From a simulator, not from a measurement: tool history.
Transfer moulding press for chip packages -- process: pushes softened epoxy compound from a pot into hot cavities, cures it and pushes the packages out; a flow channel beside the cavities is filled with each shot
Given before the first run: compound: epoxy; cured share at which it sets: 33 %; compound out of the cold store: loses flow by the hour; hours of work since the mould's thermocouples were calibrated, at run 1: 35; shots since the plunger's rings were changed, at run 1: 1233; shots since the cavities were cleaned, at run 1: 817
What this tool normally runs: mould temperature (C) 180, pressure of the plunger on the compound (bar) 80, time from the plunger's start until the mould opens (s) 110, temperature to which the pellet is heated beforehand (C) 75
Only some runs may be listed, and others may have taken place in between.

run     day  mould temperature (C)  pressure of the plunger on the compound (bar)  time from the plunger's start until the mould opens (s)  temperature to which the pellet is heated beforehand (C)  hours of work since the mould's thermocouples were calibrated  shots since the plunger's rings were changed  shots since the cavities were cleaned  incoming compound's hours out of the cold store  length that the compound runs in the flow channel (mm)  greatest force on the pins that push the packages out (N)
  1       0                    180                                             80                                                      110                                                        75                                                             35                                          1233                                    817                                             21.8                                                     991                                                        623
  2   0.542                    180                                           67.8                                                      110                                                        75                                                             44                                          1386                                    970                                             29.2                                                     878                                                        645
      0.767  -- cavities cleaned with cleaning compound and waxed
  3   1.233                    180                                           62.9                                                      110                                                        75                                                             55                                          1565                                    133                                             36.4                                                     817                                                        744
  4   1.679                    180                                           62.9                                                      110                                                        75                                                             63                                          1690                                    258                                               28                                                     857                                                        770
  5   2.321                    180                                           74.9                                                      110                                                        75                                                             74                                          1873                                    441                                              8.3                                                    1010                                                        750
      2.508  -- cavities cleaned with cleaning compound and waxed, once more
  6   2.912                    180                                             80                                                      110                                                        75                                                             84                                          2022                                    114                                             10.7                                                    1022                                                        491
  7   3.675                    180                                             80                                                      110                                                        75                                                             97                                          2238                                    330                                             42.3                                                     900                                                        506
  8   4.062                    180                                             80                                                       96                                                        75                                                            104                                          2347                                    439                                             34.4                                                     928                                                        746
  9   4.717                    185                                             80                                                       96                                                        75                                                            115                                          2533                                    625                                             34.5                                                     914                                                        558
 10   5.233                    180                                             80                                                      110                                                        75                                                            124                                          2679                                    771                                             44.3                                                     887                                                        573
 11   6.042                    180                                             80                                                      110                                                        75                                                            138                                          2907                                    999                                             14.6                                                    1011                                                        680
      6.154  -- cavities cleaned with cleaning compound and waxed
 12   6.629                    180                                             80                                                      110                                                        75                                                            147                                          3056                                    134                                             10.1                                                    1021                                                        487
 13   7.329                    180                                             80                                                      110                                                        75                                                            160                                          3254                                    332                                             43.7                                                     885                                                        510
 14   7.862                    180                                             80                                                      110                                                        75                                                            169                                          3405                                    483                                             11.7                                                    1012                                                        580
 15   8.742                    188                                           68.3                                                      140                                                        66                                                            184                                          3653                                    731                                             21.4                                                     886                                                        370
 16   9.512                    179                                           61.3                                                      128                                                        78                                                            198                                          3871                                    949                                             21.6                                                     848                                                        500
        9.8  -- cavities cleaned with cleaning compound and waxed
 17  10.429                    179                                           61.3                                                      128                                                        78                                                            213                                          4113                                    178                                             19.6                                                     857                                                        380
 18  11.217                    180                                             80                                                      102                                                        79                                                            226                                          4336                                    401                                             47.8                                                     858                                                        632
 19  11.725                    180                                           71.7                                                      128                                                        85                                                            235                                          4480                                    545                                             10.3                                                     956                                                        451
 20  12.488                    178                                           84.5                                                       93                                                        69                                                            249                                          4696                                    761                                             20.3                                                     990                                                       1070
 21  12.862                    178                                           84.5                                                       93                                                        69                                                            255                                          4801                                    866                                               43                                                     893                                                       1063
 22  13.288                    182                                             80                                                      110                                                        79                                                            263                                          4922                                    987                                             10.1                                                    1003                                                        585
     13.483  -- cavities cleaned with cleaning compound and waxed
 23  14.179                    180                                           60.4                                                      110                                                        75                                                            277                                          5157                                    197                                             33.4                                                     784                                                        489
 24  14.792                    180                                           60.4                                                      110                                                        75                                                            288                                          5330                                    370                                             23.8                                                     814                                                        538
 25  15.312                    180                                           60.4                                                      110                                                        75                                                            297                                          5478                                    518                                             22.9                                                     814                                                        591
 26  15.829                    180                                           60.4                                                      110                                                        75                                                            306                                          5623                                    663                                             30.8                                                     794                                                        583
 27  16.575                    180                                           60.4                                                      110                                                        75                                                            319                                          5835                                    875                                             13.7                                                     833                                                        644
     17.129  -- cavities cleaned with cleaning compound and waxed
 28  17.304                    180                                             80                                                       92                                                        75                                                            331                                          6023                                     49                                             11.6                                                     987                                                        762

Forecast each of these 4 alternatives for the next run:
  A  17.871                    180                                           70.4                                                      110                                                        75                                                            340                                          6184                                    210                                             47.2                                                       ?                                                          ?
  B  17.871                    183                                             73                                                      110                                                        75                                                            340                                          6184                                    210                                             35.1                                                       ?                                                          ?
  C  17.871                    180                                             80                                                      120                                                        81                                                            340                                          6184                                    210                                             16.1                                                       ?                                                          ?
  D  17.871                    180                                           61.6                                                       98                                                        75                                                            340                                          6184                                    210                                             46.6                                                       ?                                                          ?

run  length that the compound runs in the flow channel (mm)  greatest force on the pins that push the packages out (N)
  A                                                     807                                                        479
  B                                                     840                                                        436
  C                                                     971                                                        439
  D                                                     749                                                        655
The same runs, with their run-to-run variation unchanged, on a tool lacking any hidden condition would have given:
run  length that the compound runs in the flow channel (mm)  greatest force on the pins that push the packages out (N)
  A                                                     859                                                        397
  B                                                     895                                                        365
  C                                                    1033                                                        365
  D                                                     797                                                        541
